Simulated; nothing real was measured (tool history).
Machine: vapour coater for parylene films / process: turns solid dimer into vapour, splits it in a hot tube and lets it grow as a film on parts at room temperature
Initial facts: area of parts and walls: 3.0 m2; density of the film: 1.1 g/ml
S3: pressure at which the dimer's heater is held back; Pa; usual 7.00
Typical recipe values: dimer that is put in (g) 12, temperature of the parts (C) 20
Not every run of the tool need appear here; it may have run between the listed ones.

{"run": 1, "hour": 0.0, "dimer that is put in (g)": 12, "temperature of the parts (C)": 20, "S3": 7.0, "thickness of the film (nm)": 2100}
{"run": 2, "hour": 16.7, "dimer that is put in (g)": 12, "temperature of the parts (C)": 20, "S3": 7.0, "thickness of the film (nm)": 2090}
{"run": 3, "hour": 31.8, "dimer that is put in (g)": 10, "temperature of the parts (C)": 20, "S3": 7.0, "thickness of the film (nm)": 1740}
{"run": 4, "hour": 59.9, "dimer that is put in (g)": 10, "temperature of the parts (C)": 20, "S3": 7.0, "thickness of the film (nm)": 1740}
{"run": 5, "hour": 72.3, "dimer that is put in (g)": 10, "temperature of the parts (C)": 20, "S3": 7.0, "thickness of the film (nm)": 1730}
{"run": 6, "hour": 95.5, "dimer that is put in (g)": 10, "temperature of the parts (C)": 20, "S3": 7.0, "thickness of the film (nm)": 1710}
{"run": 7, "hour": 113.2, "dimer that is put in (g)": 10, "temperature of the parts (C)": 20, "S3": 7.0, "thickness of the film (nm)": 1700}
{"run": 8, "hour": 130.5, "dimer that is put in (g)": 10, "temperature of the parts (C)": 20, "S3": 7.0, "thickness of the film (nm)": 1710}
{"run": 9, "hour": 144.8, "dimer that is put in (g)": 12, "temperature of the parts (C)": 20, "S3": 7.0, "thickness of the film (nm)": 2050}
{"run": 10, "hour": 171.4, "dimer that is put in (g)": 12, "temperature of the parts (C)": 27, "S3": 7.0, "thickness of the film (nm)": 1740}
{"run": 11, "hour": 190.0, "dimer that is put in (g)": 12, "temperature of the parts (C)": 20, "S3": 7.0, "thickness of the film (nm)": 2050}
{"run": 12, "hour": 212.8, "dimer that is put in (g)": 12, "temperature of the parts (C)": 20, "S3": 7.0, "thickness of the film (nm)": 2030}
{"run": 13, "hour": 239.4, "dimer that is put in (g)": 12, "temperature of the parts (C)": 20, "S3": 7.0, "thickness of the film (nm)": 2060}
{"run": 14, "hour": 251.4, "dimer that is put in (g)": 12, "temperature of the parts (C)": 20, "S3": 7.0, "thickness of the film (nm)": 2010}
{"run": 15, "hour": 264.3, "dimer that is put in (g)": 12, "temperature of the parts (C)": 14, "S3": 7.0, "thickness of the film (nm)": 2310}
{"run": 16, "hour": 290.4, "dimer that is put in (g)": 12, "temperature of the parts (C)": 14, "S3": 7.0, "thickness of the film (nm)": 2340}
{"run": 17, "hour": 316.7, "dimer that is put in (g)": 12, "temperature of the parts (C)": 14, "S3": 7.0, "thickness of the film (nm)": 2340}
{"hour": 338.2, "done": "trap's valve overhauled"}
{"run": 18, "hour": 346.4, "dimer that is put in (g)": 12, "temperature of the parts (C)": 14, "S3": 7.0, "thickness of the film (nm)": 2450}
{"run": 19, "hour": 358.6, "dimer that is put in (g)": 12, "temperature of the parts (C)": 14, "S3": 7.0, "thickness of the film (nm)": 2430}
{"run": 20, "hour": 371.8, "dimer that is put in (g)": 12, "temperature of the parts (C)": 20, "S3": 7.0, "thickness of the film (nm)": 2120}
{"run": 21, "hour": 388.3, "dimer that is put in (g)": 12, "temperature of the parts (C)": 20, "S3": 7.0, "thickness of the film (nm)": 2090}
{"run": 22, "hour": 410.4, "dimer that is put in (g)": 12, "temperature of the parts (C)": 20, "S3": 7.0, "thickness of the film (nm)": 2090}
{"run": 23, "hour": 429.1, "dimer that is put in (g)": 12, "temperature of the parts (C)": 20, "S3": 7.0, "thickness of the film (nm)": 2110}
{"run": 24, "hour": 440.9, "dimer that is put in (g)": 12, "temperature of the parts (C)": 18, "S3": 6.52, "thickness of the film (nm)": 2230}
{"run": 25, "hour": 465.8, "dimer that is put in (g)": 17, "temperature of the parts (C)": 17, "S3": 3.6, "thickness of the film (nm)": 3510}
{"run": 26, "hour": 486.6, "dimer that is put in (g)": 9, "temperature of the parts (C)": 19, "S3": 3.6, "thickness of the film (nm)": 1750}
{"run": 27, "hour": 506.7, "dimer that is put in (g)": 6, "temperature of the parts (C)": 14, "S3": 7.0, "thickness of the film (nm)": 1190}
{"run": 28, "hour": 524.1, "dimer that is put in (g)": 9, "temperature of the parts (C)": 21, "S3": 7.0, "thickness of the film (nm)": 1520}
{"run": 29, "hour": 544.9, "dimer that is put in (g)": 12, "temperature of the parts (C)": 13, "S3": 7.0, "thickness of the film (nm)": 2450}
{"run": 30, "hour": 568.3, "dimer that is put in (g)": 12, "temperature of the parts (C)": 13, "S3": 7.0, "thickness of the film (nm)": 2490}
{"run": 31, "hour": 584.2, "dimer that is put in (g)": 12, "temperature of the parts (C)": 13, "S3": 7.0, "thickness of the film (nm)": 2420}
{"run": 32, "hour": 608.9, "dimer that is put in (g)": 12, "temperature of the parts (C)": 13, "S3": 7.0, "thickness of the film (nm)": 2410}
{"run": 33, "hour": 624.8, "dimer that is put in (g)": 12, "temperature of the parts (C)": 30, "S3": 5.75, "thickness of the film (nm)": 1680}
{"run": 34, "hour": 641.5, "dimer that is put in (g)": 20, "temperature of the parts (C)": 30, "S3": 4.6, "thickness of the film (nm)": 2860}
{"run": 35, "hour": 663.9, "dimer that is put in (g)": 20, "temperature of the parts (C)": 30, "S3": 4.6, "thickness of the film (nm)": 2890}
{"run": 36, "hour": 688.6, "dimer that is put in (g)": 20, "temperature of the parts (C)": 30, "S3": 4.6, "thickness of the film (nm)": 2860}
{"run": 37, "hour": 717.4, "dimer that is put in (g)": 10, "temperature of the parts (C)": 16, "S3": 4.06, "thickness of the film (nm)": 2030}
{"run": 38, "hour": 729.3, "dimer that is put in (g)": 10, "temperature of the parts (C)": 16, "S3": 4.06, "thickness of the film (nm)": 2060}
{"run": 39, "hour": 749.4, "dimer that is put in (g)": 10, "temperature of the parts (C)": 17, "S3": 2.92, "thickness of the film (nm)": 2050}
{"run": 40, "hour": 765.2, "dimer that is put in (g)": 5, "temperature of the parts (C)": 27, "S3": 7.88, "thickness of the film (nm)": 690}
{"run": 41, "hour": 788.4, "dimer that is put in (g)": 5, "temperature of the parts (C)": 27, "S3": 7.88, "thickness of the film (nm)": 700}
{"run": 42, "hour": 805.4, "dimer that is put in (g)": 16, "temperature of the parts (C)": 13, "S3": 5.63, "thickness of the film (nm)": 3270}
{"run": 43, "hour": 821.7, "dimer that is put in (g)": 8, "temperature of the parts (C)": 14, "S3": 4.54, "thickness of the film (nm)": 1660}
{"run": 44, "hour": 850.5, "dimer that is put in (g)": 15, "temperature of the parts (C)": 30, "S3": 7.0, "thickness of the film (nm)": 1980}
{"run": 45, "hour": 870.8, "dimer that is put in (g)": 21, "temperature of the parts (C)": 20, "S3": 11.14, "thickness of the film (nm)": 3270}
{"hour": 877.6, "done": "trap's valve overhauled"}
{"run": 46, "hour": 898.6, "dimer that is put in (g)": 9, "temperature of the parts (C)": 15, "S3": 3.25, "thickness of the film (nm)": 1980}

Consider 4 possible next runs. They are alternatives, not a sequence: every one starts from the tool as it was left by run 46. What does each give?
{"run": "A", "hour": 917.7, "dimer that is put in (g)": 13, "temperature of the parts (C)": 17, "S3": 4.44, "thickness of the film (nm)": "?"}
{"run": "B", "hour": 917.7, "dimer that is put in (g)": 9, "temperature of the parts (C)": 31, "S3": 5.6, "thickness of the film (nm)": "?"}
{"run": "C", "hour": 917.7, "dimer that is put in (g)": 9, "temperature of the parts (C)": 22, "S3": 3.25, "thickness of the film (nm)": "?"}
{"run": "D", "hour": 917.7, "dimer that is put in (g)": 15, "temperature of the parts (C)": 18, "S3": 3.25, "thickness of the film (nm)": "?"}

run=A thickness_of_the_film_(nm)=2570
run=B thickness_of_the_film_(nm)=1250
run=C thickness_of_the_film_(nm)=1660
run=D thickness_of_the_film_(nm)=3060
The same runs, with their run-to-run variation unchanged, on a tool lacking any hidden condition would have given:
run=A thickness_of_the_film_(nm)=2630
run=B thickness_of_the_film_(nm)=1280
run=C thickness_of_the_film_(nm)=1700
run=D thickness_of_the_film_(nm)=3130
